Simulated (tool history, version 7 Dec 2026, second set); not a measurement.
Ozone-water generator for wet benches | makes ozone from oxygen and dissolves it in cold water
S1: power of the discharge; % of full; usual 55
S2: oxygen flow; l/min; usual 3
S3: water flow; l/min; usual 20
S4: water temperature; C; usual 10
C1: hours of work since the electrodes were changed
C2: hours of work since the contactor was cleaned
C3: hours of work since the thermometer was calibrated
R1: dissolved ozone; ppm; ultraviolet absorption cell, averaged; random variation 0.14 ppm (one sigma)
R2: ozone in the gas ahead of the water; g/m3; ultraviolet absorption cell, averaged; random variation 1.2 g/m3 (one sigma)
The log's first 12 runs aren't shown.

Run 13, day 77.521: usual settings but S2 2.75 l/min; C1 1925; C2 844; C3 259. Result: R1 15.8 ppm, R2 220.2 g/m3.
Run 14, day 81.746: usual settings but S2 2.75 l/min; C1 2017; C2 935; C3 351. Result: R1 15.6 ppm, R2 218.1 g/m3.
Run 15, day 89.25: usual settings but S2 2.75 l/min; C1 2179; C2 1098; C3 513. Result: R1 15.3 ppm, R2 219.3 g/m3.
Run 16, day 96.138: usual settings but S2 2.75 l/min; C1 2328; C2 1247; C3 662. Result: R1 15.3 ppm, R2 219.9 g/m3.
Run 17, day 101.988: usual settings but S3 26 l/min; C1 2455; C2 1373; C3 789. Result: R1 11.7 ppm, R2 206.8 g/m3.
Run 18, day 110.012: usual settings but S3 26 l/min; C1 2629; C2 1547; C3 962. Result: R1 11.7 ppm, R2 204.8 g/m3.
Run 19, day 116.975: usual settings but S3 26 l/min; C1 2779; C2 1698; C3 1113. Result: R1 11.9 ppm, R2 202.1 g/m3.
Run 20, day 124.383: usual settings but S3 26 l/min; C1 2940; C2 1858; C3 1273. Result: R1 11.6 ppm, R2 203 g/m3.
Run 21, day 131.417: usual settings but S1 51 % of full; C1 3092; C2 2010; C3 1426. Result: R1 14.4 ppm, R2 193.1 g/m3.
Run 22, day 137.308: usual settings but S1 77 % of full, S2 2.3 l/min, S4 6 C; C1 3219; C2 2138; C3 1553. Result: R1 18.2 ppm, R2 289.1 g/m3.
Run 23, day 142.083: usual settings but S2 3.05 l/min, S3 16 l/min, S4 11 C; C1 3323; C2 2241; C3 1656. Result: R1 18.2 ppm, R2 200.6 g/m3.
Run 24, day 148.821: usual settings but S2 3.05 l/min, S3 16 l/min, S4 11 C; C1 3468; C2 2387; C3 1802. Result: R1 18.1 ppm, R2 198.7 g/m3.
Run 25, day 153.621: usual settings but S1 45 % of full, S2 3.05 l/min, S3 16 l/min, S4 6 C; C1 3572; C2 2491; C3 1906. Result: R1 17.2 ppm, R2 177.2 g/m3.
Run 26, day 157.554: usual settings but S1 45 % of full, S2 3.05 l/min, S3 16 l/min, S4 6 C; C1 3657; C2 2576; C3 1991. Result: R1 17.3 ppm, R2 178.8 g/m3.
Run 27, day 161.812: usual settings but S1 45 % of full, S2 3.05 l/min, S3 16 l/min, S4 6 C; C1 3749; C2 2668; C3 2083. Result: R1 17 ppm, R2 176.6 g/m3.
Run 28, day 169.429: usual settings but S1 45 % of full, S2 3.05 l/min, S3 16 l/min, S4 6 C; C1 3914; C2 2833; C3 2248. Result: R1 17 ppm, R2 174.5 g/m3.
Run 29, day 174.896: usual settings but S1 45 % of full, S2 3.05 l/min, S3 16 l/min, S4 6 C; C1 4033; C2 2951; C3 2366. Result: R1 16.5 ppm, R2 175.4 g/m3.

Run 30 comes next. What will it give?
Run 30, day 182.45: usual settings but S1 45 % of full, S2 3.05 l/min, S3 16 l/min, S4 6 C; C1 4196; C2 3114; C3 2530. Result: R1 ?, R2 ?.

Run 30 gave R1 16.8 ppm, R2 176.2 g/m3.
Without the tool's hidden state the same run would have given R1 19.5 ppm, R2 193.1 g/m3.

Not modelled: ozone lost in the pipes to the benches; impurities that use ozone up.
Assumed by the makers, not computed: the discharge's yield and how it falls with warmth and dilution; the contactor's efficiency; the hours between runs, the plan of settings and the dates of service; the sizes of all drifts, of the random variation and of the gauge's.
